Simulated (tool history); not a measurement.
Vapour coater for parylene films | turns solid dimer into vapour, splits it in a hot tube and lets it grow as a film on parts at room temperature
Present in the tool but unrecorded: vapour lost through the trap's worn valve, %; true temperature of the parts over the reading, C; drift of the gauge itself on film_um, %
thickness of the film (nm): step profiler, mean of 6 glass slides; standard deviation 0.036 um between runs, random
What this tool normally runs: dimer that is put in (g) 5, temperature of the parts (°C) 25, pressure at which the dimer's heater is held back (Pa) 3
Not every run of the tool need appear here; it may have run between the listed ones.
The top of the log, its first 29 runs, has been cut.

run,day,dimer that is put in (g),temperature of the parts (°C),pressure at which the dimer's heater is held back (Pa),hours of work since the trap's valve was overhauled,hours of work since the table's thermometer was calibrated,thickness of the film (nm)
30,41.858,5,28,2.68,96,782,3430
31,43.075,3,28,2.68,110,796,2050
32,44.442,6,31,3.36,126,812,3570
33,45.775,6,31,3.36,142,828,3590
34,47.004,6,31,3.36,156,842,3580
35,48.421,5,25,7.08,173,859,3210
36,49.779,5,22,11.5,189,875,3280
37,51.033,5,22,11.5,204,890,3230
38,52.812,5,22,11.5,225,911,3290
39,54.512,3,22,2.45,244,931,2470
40,56.129,3,22,2.45,263,950,2530
41,57.446,3,22,3.39,279,965,2370
42,58.642,5,24,3.01,293,979,3770
# day 59.408: trap's valve overhauled
43,59.708,7,25,3.91,4,990,4920
44,60.992,7,25,3.91,19,1005,4900
45,62.175,6,23,4.06,33,1019,4430
46,63.258,8,21,2.88,45,1032,6820

Alternative continuations, all from the tool just after run 46; predict every row:
A,64.175,5,25,4.09,56,1042,?
B,64.175,8,27,4.46,56,1042,?
C,64.175,8,36,2.88,56,1042,?
D,64.175,2,20,5.33,56,1042,?
E,64.175,6,21,8.84,56,1042,?

run,thickness of the film (nm)
A,3490
B,5190
C,4110
D,1590
E,4210
Without the tool's unlogged condition, the same runs would have read:
run,thickness of the film (nm)
A,3490
B,5190
C,4110
D,1590
E,4210
